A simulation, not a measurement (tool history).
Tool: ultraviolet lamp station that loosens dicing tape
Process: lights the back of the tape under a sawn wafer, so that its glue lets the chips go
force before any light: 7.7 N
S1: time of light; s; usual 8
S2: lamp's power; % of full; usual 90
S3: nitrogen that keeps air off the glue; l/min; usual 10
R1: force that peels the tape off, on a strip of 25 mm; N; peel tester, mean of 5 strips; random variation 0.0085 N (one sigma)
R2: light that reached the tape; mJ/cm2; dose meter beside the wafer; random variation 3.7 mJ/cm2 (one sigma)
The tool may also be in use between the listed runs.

run,day,S1,S2,S3,R1,R2
1,0,8,90,10,0.44,530
2,0.254,4,90,10,1.503,262
3,0.679,4,90,10,1.457,266
4,0.979,4,90,10,1.451,263
5,1.258,9,90,10,0.369,601
6,1.538,9,90,3,0.656,591
7,1.871,9,90,3,0.667,589
8,2.321,8,90,10,0.464,527
9,2.738,8,90,4,0.688,521
10,3.158,8,90,4,0.718,518
11,3.542,7,90,10,0.59,454
12,3.9,7,90,10,0.594,455
13,4.35,8,74,10,0.651,425
14,4.538,8,90,10,0.479,514
15,4.825,12,100,10,0.268,855
16,5.033,8,86,12,0.471,489
17,5.283,8,76,7,0.751,432
18,5.496,8,76,7,0.759,430
# day 5.542: window cleaned of glue's vapour
19,5.846,8,76,7,0.941,375
20,6.292,8,76,7,0.956,374
# day 6.729: window cleaned of glue's vapour, once more
21,6.729,8,79,7,0.515,525
22,7,10,76,4,0.504,631
23,7.242,13,64,19,0.264,691
24,7.633,8,77,15,0.412,515

Forecast run 25:
25,7.854,6,90,10,?,?

R1: 0.602 N
R2: 441 mJ/cm2
Without the tool's hidden state the same run would have given R1 0.548 N, R2 465 mJ/cm2.
